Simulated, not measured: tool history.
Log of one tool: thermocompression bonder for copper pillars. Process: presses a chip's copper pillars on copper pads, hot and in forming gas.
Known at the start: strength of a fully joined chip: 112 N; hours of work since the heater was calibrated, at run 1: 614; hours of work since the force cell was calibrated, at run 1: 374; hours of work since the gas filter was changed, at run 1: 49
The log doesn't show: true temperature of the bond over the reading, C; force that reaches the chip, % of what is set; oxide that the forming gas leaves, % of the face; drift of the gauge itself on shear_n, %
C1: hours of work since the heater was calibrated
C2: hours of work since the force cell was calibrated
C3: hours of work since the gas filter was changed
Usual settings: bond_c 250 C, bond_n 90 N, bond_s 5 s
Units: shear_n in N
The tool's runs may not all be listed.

Run 1, day 0.000: usual settings; C1 614; C2 374; C3 49. Result: shear_n 58.0 N.
Run 2, day 0.442: usual settings; C1 620; C2 380; C3 55. Result: shear_n 54.4 N.
Run 3, day 1.146: usual settings; C1 629; C2 390; C3 64. Result: shear_n 55.6 N.
Run 4, day 1.554: usual settings; C1 635; C2 395; C3 70. Result: shear_n 55.3 N.
Run 5, day 1.904: usual settings but bond_c 241 C; C1 640; C2 400; C3 75. Result: shear_n 49.0 N.
At day 2.046: force cell calibrated.
Run 6, day 2.396: usual settings but bond_s 13 s; C1 645; C2 5; C3 80. Result: shear_n 73.7 N.
Run 7, day 2.892: usual settings but bond_c 280 C, bond_n 89 N, bond_s 10 s; C1 652; C2 11; C3 87. Result: shear_n 87.1 N.
Run 8, day 3.438: usual settings but bond_c 280 C, bond_n 89 N, bond_s 10 s; C1 659; C2 19; C3 94. Result: shear_n 85.5 N.
Run 9, day 4.179: usual settings but bond_c 280 C, bond_n 89 N, bond_s 10 s; C1 669; C2 29; C3 104. Result: shear_n 86.5 N.
Run 10, day 4.567: usual settings but bond_c 280 C, bond_n 89 N, bond_s 10 s; C1 675; C2 34; C3 110. Result: shear_n 87.7 N.
Run 11, day 5.267: usual settings but bond_c 259 C, bond_n 105 N; C1 684; C2 43; C3 119. Result: shear_n 68.4 N.

Run 12 comes next. What will it give?
Run 12, day 6.046: usual settings but bond_c 257 C, bond_n 68 N, bond_s 6 s; C1 694; C2 54; C3 129. Result: shear_n ?.

Run 12 gave shear_n 47.4 N.
Without the tool's hidden state the same run would have given shear_n 50.0 N.
